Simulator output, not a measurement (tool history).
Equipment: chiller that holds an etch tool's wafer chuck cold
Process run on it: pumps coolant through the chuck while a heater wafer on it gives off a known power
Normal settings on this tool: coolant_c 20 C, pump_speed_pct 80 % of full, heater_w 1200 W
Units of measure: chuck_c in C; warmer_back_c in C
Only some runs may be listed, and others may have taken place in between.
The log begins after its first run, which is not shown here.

run	hour	coolant_c	pump_speed_pct	heater_w	chuck_c	warmer_back_c
2	48.1	20	80	1200	29.6	2.7
3	144.3	20	80	1200	29.7	2.73
4	225.2	20	80	1200	29.6	2.73
5	276.6	20	80	1200	29.7	2.73
6	327.1	20	80	1200	29.5	2.75
7	409.3	20	80	1200	29.8	2.74
8	505.7	20	80	1344	30.7	3.01
9	592.7	16	80	1200	25.8	2.73
10	673.7	16	80	1200	25.6	2.73
11	722.5	16	80	1200	25.8	2.74
12	769.9	16	80	1200	25.9	2.72
13	866.6	20	93	1200	29	2.38
# hour 878.8: coolant pump overhauled
14	926.9	20	93	1200	29	2.39
15	995.4	20	69	1200	31.2	3.23
16	1058.6	20	69	1200	31.3	3.23
17	1123.6	27	69	1375	39.9	3.72
18	1183.8	27	69	1375	39.9	3.69
19	1266.6	12	94	1200	20.8	2.31

Expected results for the next run?
# hour 1330.5: coolant pump overhauled, once more
20	1330.5	20	61	1107	?	?

{"run 20": {"chuck_c": 30.9, "warmer_back_c": 3.26}}
Had the tool carried no hidden state, the very same run would have given chuck_c 30.1 C, warmer_back_c 3.27 C.
